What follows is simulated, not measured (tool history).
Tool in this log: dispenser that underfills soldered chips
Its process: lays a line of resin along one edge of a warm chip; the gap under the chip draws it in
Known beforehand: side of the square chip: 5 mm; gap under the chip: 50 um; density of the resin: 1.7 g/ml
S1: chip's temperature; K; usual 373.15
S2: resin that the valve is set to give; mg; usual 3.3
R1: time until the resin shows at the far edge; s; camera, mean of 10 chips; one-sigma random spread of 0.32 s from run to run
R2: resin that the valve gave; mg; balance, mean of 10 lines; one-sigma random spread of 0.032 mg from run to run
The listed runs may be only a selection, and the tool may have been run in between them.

run	hour	S1	S2	R1	R2
1	0	373.15	3.3	14.3	3.08
# hour 8: new syringe of resin
2	8.4	373.15	3.3	9.6	3.15
3	15.9	373.15	3.3	14.7	3.15
4	20.8	373.15	3.13	18.4	2.94
# hour 24.6: new syringe of resin
5	28.9	373.15	3.13	11.8	2.97
# hour 32.3: dispensing valve cleaned and set on the balance
6	35.8	373.15	3.3	15.3	3.27
7	41	373.15	3.3	21.2	3.28
# hour 41.8: new syringe of resin
8	47.4	373.15	3.13	12.7	3.11
9	54.1	373.15	3.13	18	3.07
# hour 58.4: new syringe of resin
10	60.8	373.15	3.13	9.8	3.06
11	68.2	373.15	3.3	15.7	3.19
# hour 74.7: new syringe of resin
12	74.9	373.15	3.3	8.9	3.22
13	80.8	373.15	3.3	12.8	3.21
14	87	373.15	3.3	17.6	3.15
# hour 90.9: new syringe of resin
15	91.2	373.15	3.3	9.3	3.21
16	99.2	373.15	3.3	14.3	3.16
# hour 107.1: new syringe of resin
17	107.2	373.15	3.3	8.7	3.15
18	110.8	373.15	3.3	10.6	3.13
19	116.7	373.15	3.48	14.5	3.28
# hour 123.2: new syringe of resin
20	124.1	364.15	3.86	13.3	3.64
21	128.9	366.15	2.93	16.8	2.76
# hour 133: dispensing valve cleaned and set on the balance
22	134.5	366.15	3.3	21	3.29
23	138.2	388.15	3.97	11.1	3.92
# hour 140.2: new syringe of resin
24	142.7	385.15	3.76	6.5	3.72
25	150.6	372.15	3.4	16.2	3.35
26	155.9	370.15	4.26	23	4.21
# hour 156.8: new syringe of resin
27	164.2	372.15	3.81	14.2	3.7
28	169.8	386.15	3.06	11.8	3.01
# hour 173: new syringe of resin
29	173.6	360.15	3.13	15.5	2.99
30	181.8	372.15	3.62	15.1	3.46
31	186.1	372.15	3.62	19.2	3.49
# hour 189.4: new syringe of resin
32	189.8	372.15	3.62	9.4	3.49
33	198	384.15	3.12	9.7	2.99
34	203.9	374.15	3.98	18	3.79
# hour 205.6: new syringe of resin
35	207.6	373.15	3.98	9.9	3.85

Consider 4 possible next runs. They are alternatives, not a sequence: every one starts from the tool as it was left by run 35. What does each give?
A	214	362.15	3.29	?	?
B	214	385.15	3.39	?	?
C	214	379.15	3.55	?	?
D	214	365.15	3.3	?	?

run	R1	R2
A	21.6	3.13
B	9.6	3.27
C	11.5	3.4
D	19	3.12
With the hidden condition removed and each run's random variation left untouched, the same runs would have given:
run	R1	R2
A	14.9	3.31
B	6.8	3.46
C	8	3.59
D	13.1	3.3

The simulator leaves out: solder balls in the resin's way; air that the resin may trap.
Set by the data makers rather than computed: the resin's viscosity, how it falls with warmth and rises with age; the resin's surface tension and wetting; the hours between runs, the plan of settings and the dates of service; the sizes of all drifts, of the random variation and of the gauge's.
